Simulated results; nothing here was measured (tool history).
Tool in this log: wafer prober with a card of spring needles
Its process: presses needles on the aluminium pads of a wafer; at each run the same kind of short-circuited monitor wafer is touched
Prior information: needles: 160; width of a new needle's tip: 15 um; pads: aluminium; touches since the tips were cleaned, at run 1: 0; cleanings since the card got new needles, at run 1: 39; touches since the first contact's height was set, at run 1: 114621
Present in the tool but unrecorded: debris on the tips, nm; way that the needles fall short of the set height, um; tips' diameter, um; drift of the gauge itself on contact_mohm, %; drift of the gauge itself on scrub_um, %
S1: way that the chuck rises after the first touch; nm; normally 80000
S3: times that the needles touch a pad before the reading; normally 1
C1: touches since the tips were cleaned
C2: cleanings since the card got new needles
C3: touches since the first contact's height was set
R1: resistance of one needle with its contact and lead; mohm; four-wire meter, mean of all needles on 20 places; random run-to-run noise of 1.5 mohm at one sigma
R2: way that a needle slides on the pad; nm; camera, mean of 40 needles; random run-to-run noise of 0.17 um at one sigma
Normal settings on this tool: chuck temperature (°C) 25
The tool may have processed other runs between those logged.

{"run": 1, "day": 0.0, "S1": 80000, "chuck temperature (°C)": 25, "S3": 1, "C1": 0, "C2": 39, "C3": 114621, "R1": 142, "R2": 16550}
{"day": 0.242, "done": "tips cleaned on abrasive film"}
{"run": 2, "day": 0.358, "S1": 80000, "chuck temperature (°C)": 25, "S3": 1, "C1": 1451, "C2": 40, "C3": 119044, "R1": 142, "R2": 16570}
{"day": 0.475, "done": "tips cleaned on abrasive film"}
{"run": 3, "day": 0.554, "S1": 80000, "chuck temperature (°C)": 25, "S3": 3, "C1": 990, "C2": 41, "C3": 121423, "R1": 140, "R2": 17040}
{"day": 0.721, "done": "tips cleaned on abrasive film"}
{"day": 0.95, "done": "tips cleaned on abrasive film"}
{"run": 4, "day": 0.95, "S1": 80000, "chuck temperature (°C)": 37, "S3": 1, "C1": 0, "C2": 43, "C3": 126252, "R1": 143, "R2": 16440}
{"day": 1.179, "done": "tips cleaned on abrasive film"}
{"run": 5, "day": 1.275, "S1": 80000, "chuck temperature (°C)": 25, "S3": 1, "C1": 1188, "C2": 44, "C3": 130249, "R1": 143, "R2": 16780}
{"day": 1.404, "done": "tips cleaned on abrasive film"}
{"day": 1.638, "done": "tips cleaned on abrasive film"}
{"run": 6, "day": 1.638, "S1": 80000, "chuck temperature (°C)": 25, "S3": 1, "C1": 0, "C2": 46, "C3": 134671, "R1": 142, "R2": 16790}
{"run": 7, "day": 1.854, "S1": 80000, "chuck temperature (°C)": 25, "S3": 1, "C1": 2709, "C2": 46, "C3": 137380, "R1": 143, "R2": 16770}
{"day": 1.888, "done": "tips cleaned on abrasive film"}
{"day": 2.121, "done": "tips cleaned on abrasive film"}
{"run": 8, "day": 2.121, "S1": 80000, "chuck temperature (°C)": 25, "S3": 1, "C1": 0, "C2": 48, "C3": 140591, "R1": 142, "R2": 17010}
{"day": 2.358, "done": "tips cleaned on abrasive film"}
{"run": 9, "day": 2.396, "S1": 80000, "chuck temperature (°C)": 25, "S3": 1, "C1": 435, "C2": 49, "C3": 143983, "R1": 143, "R2": 16850}
{"day": 2.583, "done": "tips cleaned on abrasive film"}
{"run": 10, "day": 2.771, "S1": 80000, "chuck temperature (°C)": 25, "S3": 3, "C1": 2345, "C2": 50, "C3": 148642, "R1": 143, "R2": 16690}
{"day": 2.821, "done": "tips cleaned on abrasive film"}
{"day": 3.05, "done": "tips cleaned on abrasive film"}
{"run": 11, "day": 3.1, "S1": 80000, "chuck temperature (°C)": 25, "S3": 3, "C1": 654, "C2": 52, "C3": 152638, "R1": 143, "R2": 17030}
{"day": 3.283, "done": "tips cleaned on abrasive film"}
{"run": 12, "day": 3.292, "S1": 80000, "chuck temperature (°C)": 25, "S3": 3, "C1": 94, "C2": 53, "C3": 154942, "R1": 141, "R2": 16890}
{"day": 3.533, "done": "tips cleaned on abrasive film"}
{"run": 13, "day": 3.588, "S1": 80000, "chuck temperature (°C)": 25, "S3": 3, "C1": 713, "C2": 54, "C3": 158615, "R1": 140, "R2": 16620}
{"day": 3.767, "done": "tips cleaned on abrasive film"}
{"run": 14, "day": 3.9, "S1": 80000, "chuck temperature (°C)": 25, "S3": 3, "C1": 1635, "C2": 55, "C3": 162435, "R1": 144, "R2": 16700}
{"day": 4.008, "done": "tips cleaned on abrasive film"}
{"run": 15, "day": 4.075, "S1": 80000, "chuck temperature (°C)": 51, "S3": 1, "C1": 836, "C2": 56, "C3": 164555, "R1": 144, "R2": 16850}
{"day": 4.238, "done": "tips cleaned on abrasive film"}
{"run": 16, "day": 4.238, "S1": 80000, "chuck temperature (°C)": 51, "S3": 1, "C1": 0, "C2": 57, "C3": 166552, "R1": 148, "R2": 16710}
{"run": 17, "day": 4.421, "S1": 80000, "chuck temperature (°C)": 51, "S3": 1, "C1": 2307, "C2": 57, "C3": 168859, "R1": 146, "R2": 16760}
{"day": 4.458, "done": "tips cleaned on abrasive film"}
{"run": 18, "day": 4.633, "S1": 96000, "chuck temperature (°C)": 25, "S3": 1, "C1": 2180, "C2": 58, "C3": 171459, "R1": 140, "R2": 20250}
{"day": 4.696, "done": "tips cleaned on abrasive film"}
{"day": 4.95, "done": "tips cleaned on abrasive film"}
{"run": 19, "day": 5.008, "S1": 64000, "chuck temperature (°C)": 49, "S3": 3, "C1": 761, "C2": 60, "C3": 176031, "R1": 147, "R2": 13650}
{"day": 5.192, "done": "tips cleaned on abrasive film"}
{"run": 20, "day": 5.208, "S1": 64000, "chuck temperature (°C)": 49, "S3": 3, "C1": 221, "C2": 61, "C3": 178478, "R1": 148, "R2": 13760}
{"day": 5.421, "done": "tips cleaned on abrasive film"}
{"run": 21, "day": 5.533, "S1": 64000, "chuck temperature (°C)": 49, "S3": 3, "C1": 1378, "C2": 62, "C3": 182448, "R1": 147, "R2": 13610}
{"day": 5.596, "done": "height of the first contact set anew"}
{"day": 5.671, "done": "tips cleaned on abrasive film"}
{"day": 5.9, "done": "tips cleaned on abrasive film"}
{"run": 22, "day": 5.9, "S1": 62000, "chuck temperature (°C)": 80, "S3": 3, "C1": 0, "C2": 64, "C3": 3660, "R1": 153, "R2": 13060}
{"day": 6.138, "done": "tips cleaned on abrasive film"}
{"run": 23, "day": 6.242, "S1": 62000, "chuck temperature (°C)": 80, "S3": 2, "C1": 1301, "C2": 65, "C3": 7893, "R1": 154, "R2": 12870}
{"day": 6.379, "done": "tips cleaned on abrasive film"}
{"run": 24, "day": 6.558, "S1": 88000, "chuck temperature (°C)": 82, "S3": 2, "C1": 2210, "C2": 66, "C3": 11775, "R1": 153, "R2": 18530}
{"day": 6.617, "done": "tips cleaned on abrasive film"}
{"run": 25, "day": 6.788, "S1": 80000, "chuck temperature (°C)": 25, "S3": 2, "C1": 2134, "C2": 67, "C3": 14606, "R1": 143, "R2": 16940}
{"day": 6.862, "done": "tips cleaned on abrasive film"}
{"day": 7.108, "done": "tips cleaned on abrasive film"}
{"run": 26, "day": 7.133, "S1": 80000, "chuck temperature (°C)": 25, "S3": 2, "C1": 284, "C2": 69, "C3": 18805, "R1": 142, "R2": 16890}
{"day": 7.346, "done": "tips cleaned on abrasive film"}
{"run": 27, "day": 7.425, "S1": 80000, "chuck temperature (°C)": 25, "S3": 2, "C1": 991, "C2": 70, "C3": 22392, "R1": 142, "R2": 16870}
{"day": 7.575, "done": "tips cleaned on abrasive film"}
{"run": 28, "day": 7.712, "S1": 76000, "chuck temperature (°C)": 42, "S3": 3, "C1": 1720, "C2": 71, "C3": 25910, "R1": 146, "R2": 16020}
{"day": 7.812, "done": "tips cleaned on abrasive film"}
{"run": 29, "day": 7.871, "S1": 80000, "chuck temperature (°C)": 100, "S3": 2, "C1": 747, "C2": 72, "C3": 27878, "R1": 152, "R2": 16960}
{"day": 8.046, "done": "tips cleaned on abrasive film"}
{"run": 30, "day": 8.212, "S1": 80000, "chuck temperature (°C)": 100, "S3": 2, "C1": 2092, "C2": 73, "C3": 32079, "R1": 155, "R2": 16930}
{"day": 8.288, "done": "tips cleaned on abrasive film"}
{"day": 8.533, "done": "tips cleaned on abrasive film"}
{"run": 31, "day": 8.533, "S1": 82000, "chuck temperature (°C)": 116, "S3": 3, "C1": 0, "C2": 75, "C3": 35973, "R1": 158, "R2": 17330}

Hidden state at the last listed run before each entry between runs and at the first one after, where it differs:
In the gap between runs 1 and 2: tips cleaned on abrasive film (day 0.242)
  debris on the tips, nm: 0.1 -> 0.5
In the gap between runs 2 and 3: tips cleaned on abrasive film (day 0.475)
  debris on the tips, nm: 0.5 -> 0.4
In the gap between runs 3 and 4: tips cleaned on abrasive film (day 0.721); tips cleaned on abrasive film (day 0.95)
  debris on the tips, nm: 0.4 -> 0
In the gap between runs 4 and 5: tips cleaned on abrasive film (day 1.179)
  debris on the tips, nm: 0 -> 0.5
In the gap between runs 5 and 6: tips cleaned on abrasive film (day 1.404); tips cleaned on abrasive film (day 1.638)
  debris on the tips, nm: 0.5 -> 0.1
In the gap between runs 7 and 8: tips cleaned on abrasive film (day 1.888); tips cleaned on abrasive film (day 2.121)
  debris on the tips, nm: 0.8 -> 0.1; way that the needles fall short of the set height, um: 0.05 -> 0.06
In the gap between runs 8 and 9: tips cleaned on abrasive film (day 2.358)
  debris on the tips, nm: 0.1 -> 0.2
In the gap between runs 9 and 10: tips cleaned on abrasive film (day 2.583)
  debris on the tips, nm: 0.2 -> 0.7
In the gap between runs 10 and 11: tips cleaned on abrasive film (day 2.821); tips cleaned on abrasive film (day 3.05)
  debris on the tips, nm: 0.7 -> 0.3
In the gap between runs 11 and 12: tips cleaned on abrasive film (day 3.283)
  debris on the tips, nm: 0.3 -> 0.1
In the gap between runs 12 and 13: tips cleaned on abrasive film (day 3.533)
  debris on the tips, nm: 0.1 -> 0.3
In the gap between runs 13 and 14: tips cleaned on abrasive film (day 3.767)
  debris on the tips, nm: 0.3 -> 0.5; way that the needles fall short of the set height, um: 0.06 -> 0.07
In the gap between runs 14 and 15: tips cleaned on abrasive film (day 4.008)
  debris on the tips, nm: 0.5 -> 0.3
In the gap between runs 15 and 16: tips cleaned on abrasive film (day 4.238)
  debris on the tips, nm: 0.3 -> 0.1
In the gap between runs 17 and 18: tips cleaned on abrasive film (day 4.458)
  debris on the tips, nm: 0.7 -> 0.6
In the gap between runs 18 and 19: tips cleaned on abrasive film (day 4.696); tips cleaned on abrasive film (day 4.95)
  debris on the tips, nm: 0.6 -> 0.3; tips' diameter, um: 15.02 -> 15.03
In the gap between runs 19 and 20: tips cleaned on abrasive film (day 5.192)
  debris on the tips, nm: 0.3 -> 0.2
In the gap between runs 20 and 21: tips cleaned on abrasive film (day 5.421)
  debris on the tips, nm: 0.2 -> 0.5
In the gap between runs 21 and 22: height of the first contact set anew (day 5.596); tips cleaned on abrasive film (day 5.671); tips cleaned on abrasive film (day 5.9)
  debris on the tips, nm: 0.5 -> 0.1; way that the needles fall short of the set height, um: 0.07 -> 0
In the gap between runs 22 and 23: tips cleaned on abrasive film (day 6.138)
  debris on the tips, nm: 0.1 -> 0.4
In the gap between runs 23 and 24: tips cleaned on abrasive film (day 6.379)
  debris on the tips, nm: 0.4 -> 0.6
In the gap between runs 24 and 25: tips cleaned on abrasive film (day 6.617)
  way that the needles fall short of the set height, um: 0 -> 0.01
In the gap between runs 25 and 26: tips cleaned on abrasive film (day 6.862); tips cleaned on abrasive film (day 7.108)
  debris on the tips, nm: 0.6 -> 0.2
In the gap between runs 26 and 27: tips cleaned on abrasive film (day 7.346)
  debris on the tips, nm: 0.2 -> 0.3
In the gap between runs 27 and 28: tips cleaned on abrasive film (day 7.575)
  debris on the tips, nm: 0.3 -> 0.5
In the gap between runs 28 and 29: tips cleaned on abrasive film (day 7.812)
  debris on the tips, nm: 0.5 -> 0.3
In the gap between runs 29 and 30: tips cleaned on abrasive film (day 8.046)
  debris on the tips, nm: 0.3 -> 0.7
In the gap between runs 30 and 31: tips cleaned on abrasive film (day 8.288); tips cleaned on abrasive film (day 8.533)
  debris on the tips, nm: 0.7 -> 0.1; way that the needles fall short of the set height, um: 0.01 -> 0.02
